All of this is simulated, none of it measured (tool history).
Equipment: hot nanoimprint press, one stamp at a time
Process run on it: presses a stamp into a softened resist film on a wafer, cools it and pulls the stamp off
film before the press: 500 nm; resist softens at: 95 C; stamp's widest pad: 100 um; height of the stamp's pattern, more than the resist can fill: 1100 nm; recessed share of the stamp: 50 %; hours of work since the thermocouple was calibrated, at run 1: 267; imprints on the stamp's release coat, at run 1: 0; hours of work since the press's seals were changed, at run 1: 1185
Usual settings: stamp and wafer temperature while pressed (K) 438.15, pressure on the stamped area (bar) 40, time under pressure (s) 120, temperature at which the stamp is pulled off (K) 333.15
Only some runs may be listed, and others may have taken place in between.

run	hour	stamp and wafer temperature while pressed (K)	pressure on the stamped area (bar)	time under pressure (s)	temperature at which the stamp is pulled off (K)	hours of work since the thermocouple was calibrated	imprints on the stamp's release coat	hours of work since the press's seals were changed	resist left under the stamp's widest pad (Å)	greatest force while the stamp is pulled off (N)
1	0.0	438.15	40	120	333.15	267	0	1185	2487	102
2	65.5	438.15	40	120	333.15	318	296	1236	2502	114
3	128.6	438.15	40	120	333.15	367	581	1285	2536	116
# hour 158.2: press's hydraulic seals changed and the load cell set to zero
# hour 220.1: plate thermocouple calibrated
4	220.1	438.15	40	83	333.15	0	945	46	2708	120
5	254.6	438.15	40	83	333.15	27	1100	73	2681	127
# hour 332.4: stamp cleaned and given a new release coat
6	342.6	434.15	40	83	338.15	91	46	136	3166	101
7	384.4	434.15	40	83	338.15	123	235	169	3250	103

For run 8, what comes out?
8	444.5	438.15	40	89	333.15	170	506	216	?	?

{"run 8": {"resist left under the stamp's widest pad (Å)": 2708, "greatest force while the stamp is pulled off (N)": 113}}
With no hidden state in the tool, this same run would have given resist left under the stamp's widest pad (Å) 2667, greatest force while the stamp is pulled off (N) 103.
